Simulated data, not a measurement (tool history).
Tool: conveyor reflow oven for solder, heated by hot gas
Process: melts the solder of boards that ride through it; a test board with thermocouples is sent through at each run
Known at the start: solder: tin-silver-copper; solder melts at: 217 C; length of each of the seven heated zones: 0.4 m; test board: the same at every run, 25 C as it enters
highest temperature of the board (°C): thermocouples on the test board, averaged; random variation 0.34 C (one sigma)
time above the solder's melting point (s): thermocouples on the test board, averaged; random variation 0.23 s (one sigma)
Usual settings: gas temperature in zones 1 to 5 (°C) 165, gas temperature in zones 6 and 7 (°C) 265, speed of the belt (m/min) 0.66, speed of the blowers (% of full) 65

run	hour	gas temperature in zones 1 to 5 (°C)	gas temperature in zones 6 and 7 (°C)	speed of the belt (m/min)	speed of the blowers (% of full)	highest temperature of the board (°C)	time above the solder's melting point (s)
1	0.0	165	265	0.66	65	240.8	40.4
# hour 31.6: flux residue cleaned out of gas plates and filters
2	48.3	165	265	0.66	65	242.0	42.6
3	83.3	165	265	0.66	65	241.3	41.7
4	111.4	165	265	0.66	65	241.7	41.6
5	138.5	165	265	0.66	65	240.7	41.2
6	185.5	165	265	0.66	65	240.6	40.9
7	230.5	165	265	0.66	65	240.0	41.0
# hour 266.4: flux residue cleaned out of gas plates and filters
8	269.2	165	265	0.66	65	241.5	41.8
9	317.1	165	265	0.66	65	241.7	41.6
10	362.4	165	265	0.66	65	240.9	41.7
11	409.3	165	265	0.66	65	241.1	40.7
12	444.8	172	276	0.66	65	251.0	51.7
13	475.3	178	266	0.66	65	244.3	49.0
# hour 501.5: flux residue cleaned out of gas plates and filters
14	512.7	162	278	0.56	65	257.3	64.8
15	566.3	162	278	0.56	65	257.8	64.4

The next listed run, before its measurement:
16	617.9	165	265	0.66	85	?	?

{"run 16": {"highest temperature of the board (°C)": 245.4, "time above the solder's melting point (s)": 47.1}}
Without the tool's hidden state the same run would have given highest temperature of the board (°C) 249.4, time above the solder's melting point (s) 49.7.
